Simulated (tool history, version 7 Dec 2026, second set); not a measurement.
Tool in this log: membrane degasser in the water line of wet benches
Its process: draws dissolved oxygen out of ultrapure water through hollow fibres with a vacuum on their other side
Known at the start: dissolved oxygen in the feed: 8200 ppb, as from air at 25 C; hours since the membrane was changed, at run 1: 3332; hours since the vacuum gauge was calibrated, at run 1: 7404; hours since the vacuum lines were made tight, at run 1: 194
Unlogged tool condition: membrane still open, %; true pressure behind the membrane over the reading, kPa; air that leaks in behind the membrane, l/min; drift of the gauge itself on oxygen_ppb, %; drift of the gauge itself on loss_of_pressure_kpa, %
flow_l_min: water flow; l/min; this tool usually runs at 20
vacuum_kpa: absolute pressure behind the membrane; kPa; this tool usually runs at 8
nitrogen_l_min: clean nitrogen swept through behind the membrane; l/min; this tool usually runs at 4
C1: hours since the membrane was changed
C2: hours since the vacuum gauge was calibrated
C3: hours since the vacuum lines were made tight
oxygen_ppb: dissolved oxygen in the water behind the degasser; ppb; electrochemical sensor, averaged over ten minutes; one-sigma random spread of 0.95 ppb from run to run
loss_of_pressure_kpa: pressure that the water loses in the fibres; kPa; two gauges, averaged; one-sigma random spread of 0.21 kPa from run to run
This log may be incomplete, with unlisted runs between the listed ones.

run 1 hour=0 | flow_l_min=20 vacuum_kpa=8 nitrogen_l_min=4 | C1=3332 C2=7404 C3=194 | oxygen_ppb=98.9 loss_of_pressure_kpa=49.18
run 2 hour=95.6 | flow_l_min=20 vacuum_kpa=8 nitrogen_l_min=4 | C1=3428 C2=7499 C3=290 | oxygen_ppb=97 loss_of_pressure_kpa=48.76
run 3 hour=158.6 | flow_l_min=20 vacuum_kpa=8 nitrogen_l_min=4 | C1=3491 C2=7562 C3=353 | oxygen_ppb=99.4 loss_of_pressure_kpa=49.2
run 4 hour=270.8 | flow_l_min=20 vacuum_kpa=8 nitrogen_l_min=4 | C1=3603 C2=7675 C3=465 | oxygen_ppb=97.3 loss_of_pressure_kpa=49.23
run 5 hour=340.8 | flow_l_min=20 vacuum_kpa=8 nitrogen_l_min=4 | C1=3673 C2=7745 C3=535 | oxygen_ppb=97.5 loss_of_pressure_kpa=48.99
run 6 hour=464.9 | flow_l_min=20 vacuum_kpa=8 nitrogen_l_min=4 | C1=3797 C2=7869 C3=659 | oxygen_ppb=97.1 loss_of_pressure_kpa=49.26
run 7 hour=534.1 | flow_l_min=20 vacuum_kpa=8 nitrogen_l_min=4 | C1=3866 C2=7938 C3=728 | oxygen_ppb=99.3 loss_of_pressure_kpa=49.54
run 8 hour=655.9 | flow_l_min=20 vacuum_kpa=8 nitrogen_l_min=4 | C1=3988 C2=8060 C3=850 | oxygen_ppb=99.7 loss_of_pressure_kpa=49.42
run 9 hour=716.1 | flow_l_min=20 vacuum_kpa=8 nitrogen_l_min=4 | C1=4048 C2=8120 C3=910 | oxygen_ppb=98.2 loss_of_pressure_kpa=48.98
run 10 hour=806.5 | flow_l_min=20 vacuum_kpa=16.33 nitrogen_l_min=4 | C1=4139 C2=8210 C3=1001 | oxygen_ppb=195.5 loss_of_pressure_kpa=49.61
run 11 hour=866.9 | flow_l_min=14 vacuum_kpa=8 nitrogen_l_min=4 | C1=4199 C2=8271 C3=1061 | oxygen_ppb=55.8 loss_of_pressure_kpa=34.72
run 12 hour=999.4 | flow_l_min=20 vacuum_kpa=9.08 nitrogen_l_min=4 | C1=4332 C2=8403 C3=1194 | oxygen_ppb=110.8 loss_of_pressure_kpa=49.68
run 13 hour=1111.3 | flow_l_min=20 vacuum_kpa=9.08 nitrogen_l_min=4 | C1=4444 C2=8515 C3=1306 | oxygen_ppb=112.1 loss_of_pressure_kpa=49.35
run 14 hour=1171.8 | flow_l_min=20 vacuum_kpa=9.08 nitrogen_l_min=4 | C1=4504 C2=8576 C3=1366 | oxygen_ppb=111.8 loss_of_pressure_kpa=49.08
run 15 hour=1284.7 | flow_l_min=20 vacuum_kpa=9.08 nitrogen_l_min=4 | C1=4617 C2=8689 C3=1479 | oxygen_ppb=113.9 loss_of_pressure_kpa=49.61
run 16 hour=1371.7 | flow_l_min=20 vacuum_kpa=8 nitrogen_l_min=4 | C1=4704 C2=8776 C3=1566 | oxygen_ppb=98.7 loss_of_pressure_kpa=49.5
run 17 hour=1434.3 | flow_l_min=20 vacuum_kpa=5.58 nitrogen_l_min=4 | C1=4767 C2=8838 C3=1629 | oxygen_ppb=70.3 loss_of_pressure_kpa=49
-- hour=1489.2 vacuum gauge calibrated
run 18 hour=1534.7 | flow_l_min=26 vacuum_kpa=8 nitrogen_l_min=4 | C1=4867 C2=45 C3=1729 | oxygen_ppb=153 loss_of_pressure_kpa=63.9
run 19 hour=1631.7 | flow_l_min=26 vacuum_kpa=8 nitrogen_l_min=4 | C1=4964 C2=142 C3=1826 | oxygen_ppb=154.4 loss_of_pressure_kpa=64.2
run 20 hour=1767.2 | flow_l_min=13 vacuum_kpa=9.36 nitrogen_l_min=2.73 | C1=5099 C2=278 C3=1961 | oxygen_ppb=78.4 loss_of_pressure_kpa=32.2
run 21 hour=1850.6 | flow_l_min=13 vacuum_kpa=9.36 nitrogen_l_min=2.73 | C1=5182 C2=361 C3=2045 | oxygen_ppb=78.9 loss_of_pressure_kpa=32.54
run 22 hour=1952.2 | flow_l_min=20 vacuum_kpa=8 nitrogen_l_min=2.56 | C1=5284 C2=463 C3=2146 | oxygen_ppb=124.1 loss_of_pressure_kpa=49.45
run 23 hour=2030 | flow_l_min=28 vacuum_kpa=13.49 nitrogen_l_min=3.49 | C1=5362 C2=541 C3=2224 | oxygen_ppb=290.9 loss_of_pressure_kpa=69.3
run 24 hour=2153.9 | flow_l_min=15 vacuum_kpa=13.65 nitrogen_l_min=8.32 | C1=5486 C2=665 C3=2348 | oxygen_ppb=59.4 loss_of_pressure_kpa=37.35
run 25 hour=2253.7 | flow_l_min=15 vacuum_kpa=13.65 nitrogen_l_min=8.32 | C1=5586 C2=764 C3=2448 | oxygen_ppb=61 loss_of_pressure_kpa=37.13
run 26 hour=2357.4 | flow_l_min=19 vacuum_kpa=8.27 nitrogen_l_min=8.32 | C1=5689 C2=868 C3=2551 | oxygen_ppb=59.6 loss_of_pressure_kpa=47.08
run 27 hour=2489.9 | flow_l_min=20 vacuum_kpa=8 nitrogen_l_min=1.96 | C1=5822 C2=1001 C3=2684 | oxygen_ppb=153.8 loss_of_pressure_kpa=49.31
run 28 hour=2554.2 | flow_l_min=20 vacuum_kpa=8 nitrogen_l_min=3.87 | C1=5886 C2=1065 C3=2748 | oxygen_ppb=98 loss_of_pressure_kpa=49.91
run 29 hour=2634.8 | flow_l_min=20 vacuum_kpa=14.23 nitrogen_l_min=11.34 | C1=5967 C2=1146 C3=2829 | oxygen_ppb=85.1 loss_of_pressure_kpa=49.88
run 30 hour=2765.3 | flow_l_min=17 vacuum_kpa=13.87 nitrogen_l_min=10.08 | C1=6097 C2=1276 C3=2959 | oxygen_ppb=67.3 loss_of_pressure_kpa=42.15
run 31 hour=2869.6 | flow_l_min=16 vacuum_kpa=8.44 nitrogen_l_min=4 | C1=6201 C2=1380 C3=3064 | oxygen_ppb=70.1 loss_of_pressure_kpa=39.92

Each run again, without the hidden state but with its own random variation kept:
run=1 oxygen_ppb=91.3 loss_of_pressure_kpa=48.4
run=2 oxygen_ppb=89.3 loss_of_pressure_kpa=47.95
run=3 oxygen_ppb=91.4 loss_of_pressure_kpa=48.37
run=4 oxygen_ppb=89.4 loss_of_pressure_kpa=48.38
run=5 oxygen_ppb=89.4 loss_of_pressure_kpa=48.12
run=6 oxygen_ppb=88.8 loss_of_pressure_kpa=48.36
run=7 oxygen_ppb=90.7 loss_of_pressure_kpa=48.62
run=8 oxygen_ppb=90.8 loss_of_pressure_kpa=48.48
run=9 oxygen_ppb=89.4 loss_of_pressure_kpa=48.02
run=10 oxygen_ppb=186.1 loss_of_pressure_kpa=48.63
run=11 oxygen_ppb=50.5 loss_of_pressure_kpa=34.02
run=12 oxygen_ppb=101.5 loss_of_pressure_kpa=48.65
run=13 oxygen_ppb=102.5 loss_of_pressure_kpa=48.3
run=14 oxygen_ppb=102.1 loss_of_pressure_kpa=48.03
run=15 oxygen_ppb=103.8 loss_of_pressure_kpa=48.52
run=16 oxygen_ppb=88.8 loss_of_pressure_kpa=48.4
run=17 oxygen_ppb=60.5 loss_of_pressure_kpa=47.88
run=18 oxygen_ppb=145.2 loss_of_pressure_kpa=62.42
run=19 oxygen_ppb=146.2 loss_of_pressure_kpa=62.67
run=20 oxygen_ppb=76.5 loss_of_pressure_kpa=31.42
run=21 oxygen_ppb=76.9 loss_of_pressure_kpa=31.74
run=22 oxygen_ppb=119.1 loss_of_pressure_kpa=48.2
run=23 oxygen_ppb=279.5 loss_of_pressure_kpa=67.52
run=24 oxygen_ppb=56.5 loss_of_pressure_kpa=36.37
run=25 oxygen_ppb=57.9 loss_of_pressure_kpa=36.14
run=26 oxygen_ppb=54.8 loss_of_pressure_kpa=45.8
run=27 oxygen_ppb=147.5 loss_of_pressure_kpa=47.94
run=28 oxygen_ppb=91.9 loss_of_pressure_kpa=48.51
run=29 oxygen_ppb=78.9 loss_of_pressure_kpa=48.47
run=30 oxygen_ppb=62.8 loss_of_pressure_kpa=40.92
run=31 oxygen_ppb=66 loss_of_pressure_kpa=38.74
